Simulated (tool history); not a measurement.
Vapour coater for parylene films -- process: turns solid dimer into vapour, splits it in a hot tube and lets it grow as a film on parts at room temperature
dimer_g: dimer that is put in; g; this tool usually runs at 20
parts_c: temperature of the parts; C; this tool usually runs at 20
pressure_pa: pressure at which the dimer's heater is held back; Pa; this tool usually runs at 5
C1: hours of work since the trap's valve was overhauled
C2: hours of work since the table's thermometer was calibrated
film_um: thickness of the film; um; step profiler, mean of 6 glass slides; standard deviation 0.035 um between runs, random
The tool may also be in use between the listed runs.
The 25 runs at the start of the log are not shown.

{"run": 26, "day": 21.683, "dimer_g": 25, "parts_c": 12, "pressure_pa": 5, "C1": 60, "C2": 478, "film_um": 18.17}
{"run": 27, "day": 22.933, "dimer_g": 19, "parts_c": 22, "pressure_pa": 4.83, "C1": 78, "C2": 497, "film_um": 9.22}
{"run": 28, "day": 23.612, "dimer_g": 20, "parts_c": 15, "pressure_pa": 2.24, "C1": 88, "C2": 507, "film_um": 13.36}
{"run": 29, "day": 24.788, "dimer_g": 20, "parts_c": 26, "pressure_pa": 4.67, "C1": 106, "C2": 524, "film_um": 8.26}
{"run": 30, "day": 25.425, "dimer_g": 20, "parts_c": 26, "pressure_pa": 4.67, "C1": 115, "C2": 534, "film_um": 8.29}
{"run": 31, "day": 26.188, "dimer_g": 18, "parts_c": 26, "pressure_pa": 7.62, "C1": 126, "C2": 545, "film_um": 7.19}
{"run": 32, "day": 27.221, "dimer_g": 15, "parts_c": 19, "pressure_pa": 8, "C1": 142, "C2": 560, "film_um": 7.95}
{"run": 33, "day": 28.012, "dimer_g": 21, "parts_c": 26, "pressure_pa": 5, "C1": 154, "C2": 572, "film_um": 8.65}
{"run": 34, "day": 28.842, "dimer_g": 26, "parts_c": 20, "pressure_pa": 5, "C1": 166, "C2": 584, "film_um": 13.69}

Predict each of these 4 candidate next runs independently; none follows another, all start after run 34:
{"run": "A", "day": 29.454, "dimer_g": 26, "parts_c": 18, "pressure_pa": 5.63, "C1": 175, "C2": 593, "film_um": "?"}
{"run": "B", "day": 29.454, "dimer_g": 20, "parts_c": 16, "pressure_pa": 5, "C1": 175, "C2": 593, "film_um": "?"}
{"run": "C", "day": 29.454, "dimer_g": 10, "parts_c": 20, "pressure_pa": 4.05, "C1": 175, "C2": 593, "film_um": "?"}
{"run": "D", "day": 29.454, "dimer_g": 26, "parts_c": 14, "pressure_pa": 3.16, "C1": 175, "C2": 593, "film_um": "?"}

run=A film_um=14.74
run=B film_um=12.34
run=C film_um=5.33
run=D film_um=17.9
Without the tool's hidden state the same runs would have given:
run=A film_um=14.51
run=B film_um=12.14
run=C film_um=5.24
run=D film_um=17.61
